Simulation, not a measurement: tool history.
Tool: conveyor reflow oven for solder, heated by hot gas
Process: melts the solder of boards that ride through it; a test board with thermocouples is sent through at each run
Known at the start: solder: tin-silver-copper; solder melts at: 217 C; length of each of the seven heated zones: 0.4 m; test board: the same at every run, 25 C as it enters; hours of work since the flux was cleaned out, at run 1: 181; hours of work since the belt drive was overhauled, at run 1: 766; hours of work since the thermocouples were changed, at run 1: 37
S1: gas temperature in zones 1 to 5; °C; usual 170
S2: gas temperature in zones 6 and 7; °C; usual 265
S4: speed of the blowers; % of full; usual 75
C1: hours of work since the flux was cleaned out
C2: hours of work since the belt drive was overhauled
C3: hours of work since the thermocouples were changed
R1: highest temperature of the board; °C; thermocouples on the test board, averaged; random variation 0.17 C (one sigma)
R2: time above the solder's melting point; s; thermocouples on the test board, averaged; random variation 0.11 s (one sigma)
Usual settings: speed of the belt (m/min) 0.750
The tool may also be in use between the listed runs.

{"run": 1, "hour": 0.0, "S1": 170, "S2": 265, "speed of the belt (m/min)": 0.75, "S4": 75, "C1": 181, "C2": 766, "C3": 37, "R1": 250.7, "R2": 46.6}
{"run": 2, "hour": 42.3, "S1": 170, "S2": 265, "speed of the belt (m/min)": 0.75, "S4": 75, "C1": 208, "C2": 793, "C3": 65, "R1": 250.6, "R2": 46.2}
{"run": 3, "hour": 62.4, "S1": 170, "S2": 265, "speed of the belt (m/min)": 0.75, "S4": 75, "C1": 221, "C2": 806, "C3": 77, "R1": 250.2, "R2": 46.3}
{"run": 4, "hour": 106.5, "S1": 170, "S2": 265, "speed of the belt (m/min)": 0.75, "S4": 75, "C1": 249, "C2": 834, "C3": 106, "R1": 250.6, "R2": 46.2}
{"run": 5, "hour": 134.4, "S1": 170, "S2": 265, "speed of the belt (m/min)": 0.75, "S4": 75, "C1": 267, "C2": 852, "C3": 124, "R1": 250.4, "R2": 46.4}
{"run": 6, "hour": 158.2, "S1": 170, "S2": 265, "speed of the belt (m/min)": 0.75, "S4": 75, "C1": 282, "C2": 867, "C3": 139, "R1": 250.6, "R2": 46.3}
{"run": 7, "hour": 196.6, "S1": 170, "S2": 265, "speed of the belt (m/min)": 0.75, "S4": 68, "C1": 307, "C2": 892, "C3": 163, "R1": 249.5, "R2": 45.2}
{"run": 8, "hour": 231.5, "S1": 170, "S2": 265, "speed of the belt (m/min)": 0.613, "S4": 75, "C1": 329, "C2": 914, "C3": 186, "R1": 255.9, "R2": 61.9}
{"hour": 252.8, "done": "flux residue cleaned out of gas plates and filters"}
{"run": 9, "hour": 279.0, "S1": 170, "S2": 265, "speed of the belt (m/min)": 0.613, "S4": 75, "C1": 17, "C2": 942, "C3": 213, "R1": 256.2, "R2": 62.0}
{"run": 10, "hour": 318.8, "S1": 177, "S2": 265, "speed of the belt (m/min)": 0.75, "S4": 75, "C1": 42, "C2": 967, "C3": 239, "R1": 251.6, "R2": 48.8}
{"run": 11, "hour": 362.7, "S1": 177, "S2": 273, "speed of the belt (m/min)": 0.75, "S4": 75, "C1": 71, "C2": 995, "C3": 267, "R1": 258.4, "R2": 52.7}
{"run": 12, "hour": 393.6, "S1": 177, "S2": 273, "speed of the belt (m/min)": 0.834, "S4": 75, "C1": 90, "C2": 1015, "C3": 287, "R1": 254.9, "R2": 45.2}
{"run": 13, "hour": 418.1, "S1": 177, "S2": 273, "speed of the belt (m/min)": 0.825, "S4": 75, "C1": 106, "C2": 1031, "C3": 302, "R1": 255.6, "R2": 45.9}
{"run": 14, "hour": 443.1, "S1": 177, "S2": 273, "speed of the belt (m/min)": 0.892, "S4": 75, "C1": 122, "C2": 1047, "C3": 318, "R1": 252.6, "R2": 40.4}
{"hour": 458.9, "done": "flux residue cleaned out of gas plates and filters, once more"}
{"run": 15, "hour": 472.3, "S1": 177, "S2": 273, "speed of the belt (m/min)": 0.892, "S4": 75, "C1": 9, "C2": 1062, "C3": 334, "R1": 254.6, "R2": 41.8}
{"run": 16, "hour": 502.1, "S1": 173, "S2": 261, "speed of the belt (m/min)": 0.672, "S4": 87, "C1": 28, "C2": 1081, "C3": 353, "R1": 253.1, "R2": 56.2}
{"run": 17, "hour": 536.3, "S1": 170, "S2": 272, "speed of the belt (m/min)": 0.633, "S4": 70, "C1": 50, "C2": 1103, "C3": 375, "R1": 262.1, "R2": 63.5}
{"run": 18, "hour": 566.8, "S1": 170, "S2": 268, "speed of the belt (m/min)": 0.773, "S4": 77, "C1": 69, "C2": 1123, "C3": 394, "R1": 254.1, "R2": 46.9}
{"run": 19, "hour": 600.1, "S1": 170, "S2": 268, "speed of the belt (m/min)": 0.773, "S4": 77, "C1": 91, "C2": 1144, "C3": 416, "R1": 254.1, "R2": 46.9}
{"hour": 625.4, "done": "belt drive overhauled, speed set with a stopwatch"}
{"run": 20, "hour": 649.3, "S1": 170, "S2": 268, "speed of the belt (m/min)": 0.773, "S4": 77, "C1": 120, "C2": 15, "C3": 445, "R1": 254.3, "R2": 46.3}
{"run": 21, "hour": 679.8, "S1": 170, "S2": 268, "speed of the belt (m/min)": 0.773, "S4": 77, "C1": 139, "C2": 35, "C3": 464, "R1": 253.8, "R2": 46.3}
{"run": 22, "hour": 707.5, "S1": 176, "S2": 268, "speed of the belt (m/min)": 0.773, "S4": 77, "C1": 157, "C2": 53, "C3": 482, "R1": 254.4, "R2": 48.4}
{"run": 23, "hour": 742.0, "S1": 176, "S2": 268, "speed of the belt (m/min)": 0.773, "S4": 77, "C1": 179, "C2": 75, "C3": 504, "R1": 254.5, "R2": 48.5}
{"run": 24, "hour": 782.8, "S1": 170, "S2": 258, "speed of the belt (m/min)": 0.851, "S4": 81, "C1": 205, "C2": 101, "C3": 530, "R1": 242.6, "R2": 35.0}
{"run": 25, "hour": 823.0, "S1": 185, "S2": 265, "speed of the belt (m/min)": 0.75, "S4": 56, "C1": 231, "C2": 127, "C3": 556, "R1": 250.7, "R2": 50.3}
{"run": 26, "hour": 868.3, "S1": 185, "S2": 265, "speed of the belt (m/min)": 0.75, "S4": 56, "C1": 260, "C2": 156, "C3": 585, "R1": 250.7, "R2": 50.0}
{"run": 27, "hour": 911.4, "S1": 175, "S2": 265, "speed of the belt (m/min)": 0.75, "S4": 55, "C1": 288, "C2": 183, "C3": 613, "R1": 248.6, "R2": 45.1}
{"run": 28, "hour": 950.1, "S1": 182, "S2": 265, "speed of the belt (m/min)": 0.75, "S4": 55, "C1": 313, "C2": 208, "C3": 638, "R1": 249.8, "R2": 48.4}
{"run": 29, "hour": 984.5, "S1": 182, "S2": 265, "speed of the belt (m/min)": 0.75, "S4": 55, "C1": 335, "C2": 230, "C3": 660, "R1": 250.3, "R2": 48.2}

Hidden state at the last listed run before each entry between runs and at the first one after, where it differs:
Between runs 8 and 9: flux residue cleaned out of gas plates and filters (hour 252.8)
  heat that the gas passes to the board, % of a clean oven's: 95.2 -> 94.3; belt's true speed, % of the reading: 99.33 -> 99.31; true gas temperature in zones 6 and 7 over the reading, C: 0.69 -> 0.77
  measured less the result without the state, R1: -0.1 -> -0.2 °C; R2: +0.1 -> +0.0 s
Between runs 14 and 15: flux residue cleaned out of gas plates and filters, once more (hour 458.9)
  heat that the gas passes to the board, % of a clean oven's: 92.9 -> 99.3; belt's true speed, % of the reading: 99.22 -> 99.21; true gas temperature in zones 6 and 7 over the reading, C: 1.07 -> 1.11
  measured less the result without the state, R1: -1.0 -> +1.1 °C; R2: -0.5 -> +0.8 s
Between runs 19 and 20: belt drive overhauled, speed set with a stopwatch (hour 625.4)
  heat that the gas passes to the board, % of a clean oven's: 98.2 -> 97.8; belt's true speed, % of the reading: 99.14 -> 100.07; true gas temperature in zones 6 and 7 over the reading, C: 1.34 -> 1.43
  measured less the result without the state, R1: +1.0 -> +0.7 °C; R2: +0.9 -> +0.2 s
